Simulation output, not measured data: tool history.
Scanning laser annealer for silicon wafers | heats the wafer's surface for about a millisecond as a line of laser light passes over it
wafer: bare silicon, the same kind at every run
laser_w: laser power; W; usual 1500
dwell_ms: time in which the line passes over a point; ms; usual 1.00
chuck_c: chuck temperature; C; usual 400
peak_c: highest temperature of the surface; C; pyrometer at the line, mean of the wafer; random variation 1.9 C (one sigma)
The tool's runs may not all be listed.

Run 1, day 0.000: usual settings. Result: peak_c 1215 C.
At day 1.400: window over the wafer cleaned.
Run 2, day 1.654: usual settings. Result: peak_c 1228 C.
Run 3, day 3.846: usual settings. Result: peak_c 1226 C.
Run 4, day 5.704: usual settings. Result: peak_c 1230 C.
Run 5, day 7.808: usual settings. Result: peak_c 1226 C.
Run 6, day 8.854: usual settings. Result: peak_c 1222 C.
Run 7, day 10.738: usual settings but laser_w 1626 W. Result: peak_c 1287 C.
Run 8, day 12.688: usual settings but laser_w 1277 W. Result: peak_c 1107 C.
Run 9, day 14.083: usual settings but laser_w 1328 W. Result: peak_c 1134 C.
Run 10, day 16.133: usual settings but laser_w 1328 W. Result: peak_c 1134 C.
Run 11, day 17.367: usual settings but laser_w 1328 W. Result: peak_c 1135 C.
Run 12, day 19.438: usual settings but laser_w 1328 W. Result: peak_c 1131 C.
Run 13, day 21.021: usual settings but laser_w 1328 W. Result: peak_c 1131 C.
Run 14, day 21.942: usual settings but laser_w 1328 W. Result: peak_c 1131 C.
Run 15, day 23.112: usual settings but chuck_c 424 C. Result: peak_c 1239 C.
Run 16, day 24.075: usual settings. Result: peak_c 1214 C.
Run 17, day 26.117: usual settings. Result: peak_c 1213 C.
Run 18, day 27.017: usual settings. Result: peak_c 1213 C.
Run 19, day 29.071: usual settings. Result: peak_c 1210 C.
Run 20, day 30.938: usual settings but chuck_c 369 C. Result: peak_c 1178 C.
At day 31.342: optics aligned, line set to its width.
Run 21, day 33.050: usual settings but dwell_ms 1.09 ms. Result: peak_c 1246 C.
Run 22, day 34.325: usual settings but dwell_ms 1.14 ms. Result: peak_c 1273 C.
Run 23, day 36.112: usual settings but dwell_ms 1.14 ms. Result: peak_c 1269 C.
At day 37.721: optics aligned, line set to its width, once more.
Run 24, day 38.312: usual settings but dwell_ms 0.92 ms. Result: peak_c 1179 C.
Run 25, day 40.333: usual settings but laser_w 1542 W, dwell_ms 1.23 ms, chuck_c 406 C. Result: peak_c 1349 C.
Run 26, day 41.604: usual settings but laser_w 1605 W, dwell_ms 0.72 ms, chuck_c 422 C. Result: peak_c 1136 C.
Run 27, day 43.242: usual settings but laser_w 1605 W, dwell_ms 0.72 ms, chuck_c 422 C. Result: peak_c 1135 C.
Run 28, day 44.371: usual settings but laser_w 1605 W, dwell_ms 0.72 ms, chuck_c 422 C. Result: peak_c 1136 C.
Run 29, day 46.004: usual settings but laser_w 1471 W, dwell_ms 0.94 ms, chuck_c 385 C. Result: peak_c 1156 C.
Run 30, day 47.592: usual settings but laser_w 1471 W, dwell_ms 0.94 ms, chuck_c 385 C. Result: peak_c 1154 C.
Run 31, day 49.596: usual settings but laser_w 1482 W, dwell_ms 0.95 ms, chuck_c 424 C. Result: peak_c 1200 C.
Run 32, day 51.679: usual settings but laser_w 1482 W, dwell_ms 0.72 ms, chuck_c 418 C. Result: peak_c 1078 C.
Run 33, day 52.875: usual settings but laser_w 1482 W, dwell_ms 0.72 ms, chuck_c 411 C. Result: peak_c 1072 C.
Run 34, day 54.883: usual settings but laser_w 1529 W, dwell_ms 0.90 ms, chuck_c 411 C. Result: peak_c 1184 C.
Run 35, day 56.562: usual settings but laser_w 1366 W, dwell_ms 1.20 ms, chuck_c 438 C. Result: peak_c 1257 C.
At day 58.792: window over the wafer cleaned.
Run 36, day 58.792: usual settings but laser_w 1430 W, dwell_ms 0.77 ms, chuck_c 435 C. Result: peak_c 1110 C.
Run 37, day 59.696: usual settings but laser_w 1430 W, dwell_ms 0.77 ms, chuck_c 435 C. Result: peak_c 1113 C.
Run 38, day 61.396: usual settings but laser_w 1536 W, dwell_ms 0.73 ms, chuck_c 385 C. Result: peak_c 1087 C.
Run 39, day 62.612: usual settings but laser_w 1536 W, dwell_ms 0.73 ms, chuck_c 385 C. Result: peak_c 1082 C.
Run 40, day 64.567: usual settings but laser_w 1536 W, dwell_ms 0.73 ms, chuck_c 385 C. Result: peak_c 1083 C.
Run 41, day 66.667: usual settings but laser_w 1321 W, dwell_ms 0.74 ms, chuck_c 412 C. Result: peak_c 1025 C.

3 ways to go on from here, each from the tool as it stands after run 41. What would each give?
Run A, day 68.654: usual settings but chuck_c 362 C. Result: peak_c ?.
Run B, day 68.654: usual settings but laser_w 1400 W, dwell_ms 0.74 ms, chuck_c 432 C. Result: peak_c ?.
Run C, day 68.654: usual settings but laser_w 1524 W, dwell_ms 0.72 ms, chuck_c 411 C. Result: peak_c ?.

run  peak_c
  A    1183
  B    1077
  C    1097
Without the tool's hidden state the same runs would have given:
run  peak_c
  A    1206
  B    1096
  C    1117
